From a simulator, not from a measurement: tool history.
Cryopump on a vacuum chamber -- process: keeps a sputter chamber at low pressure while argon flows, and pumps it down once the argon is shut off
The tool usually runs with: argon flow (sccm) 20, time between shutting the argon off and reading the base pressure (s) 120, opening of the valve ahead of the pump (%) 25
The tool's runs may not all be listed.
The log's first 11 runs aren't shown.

| run | day | argon flow (sccm) | time between shutting the argon off and reading the base pressure (s) | opening of the valve ahead of the pump (%) | pressure while argon flows (Pa) | pressure after the wait (uPa) |
|---|---|---|---|---|---|---|
| 12 | 6.85 | 20 | 127 | 25 | 0.1256 | 4.79 |
| 13 | 7.671 | 20 | 127 | 25 | 0.1255 | 4.76 |
| 14 | 8.192 | 20 | 279 | 25 | 0.1272 | 4.21 |
| 15 | 8.621 | 20 | 279 | 25 | 0.1257 | 4.31 |
| 16 | 9.283 | 20 | 279 | 25 | 0.1263 | 4.46 |
| 17 | 9.883 | 20 | 120 | 25 | 0.1268 | 5.05 |
| 18 | 10.5 | 20 | 57 | 22 | 0.1411 | 6.15 |
| 19 | 10.967 | 20 | 120 | 25 | 0.1257 | 5.15 |
|  | 11.254 | leaking fittings of the chamber tightened, without venting |
| 20 | 11.746 | 20 | 120 | 39 | 0.0849 | 1.49 |
| 21 | 12.621 | 20 | 120 | 39 | 0.0841 | 1.51 |
| 22 | 13.338 | 13 | 72 | 25 | 0.0826 | 2.23 |
| 23 | 13.8 | 17 | 160 | 39 | 0.0729 | 1.28 |
| 24 | 14.175 | 27 | 24 | 24 | 0.1777 | 5.72 |
| 25 | 14.888 | 28 | 156 | 25 | 0.1764 | 1.35 |
| 26 | 15.433 | 18 | 120 | 17 | 0.1668 | 1.67 |
| 27 | 15.904 | 36 | 120 | 25 | 0.2291 | 1.67 |
| 28 | 16.292 | 20 | 111 | 29 | 0.1118 | 1.83 |
| 29 | 16.771 | 25 | 111 | 34 | 0.1212 | 1.79 |
| 30 | 17.617 | 20 | 120 | 30 | 0.1076 | 1.68 |
| 31 | 17.979 | 24 | 259 | 53 | 0.0802 | 1.17 |
| 32 | 18.375 | 35 | 124 | 41 | 0.1442 | 1.77 |
| 33 | 18.988 | 35 | 124 | 41 | 0.1451 | 1.77 |

Predict each of these 4 candidate next runs independently; none follows another, all start after run 33:
| A | 19.6 | 14 | 58 | 30 | ? | ? |
| B | 19.6 | 35 | 82 | 46 | ? | ? |
| C | 19.6 | 35 | 23 | 41 | ? | ? |
| D | 19.6 | 34 | 172 | 46 | ? | ? |

| run | pressure while argon flows (Pa) | pressure after the wait (uPa) |
|---|---|---|
| A | 0.0769 | 3.12 |
| B | 0.13 | 2.29 |
| C | 0.145 | 6.37 |
| D | 0.1265 | 1.52 |
With no hidden state in the tool, these same runs would have given:
| run | pressure while argon flows (Pa) | pressure after the wait (uPa) |
|---|---|---|
| A | 0.0696 | 2.64 |
| B | 0.1118 | 1.83 |
| C | 0.1266 | 5.9 |
| D | 0.1088 | 1.04 |
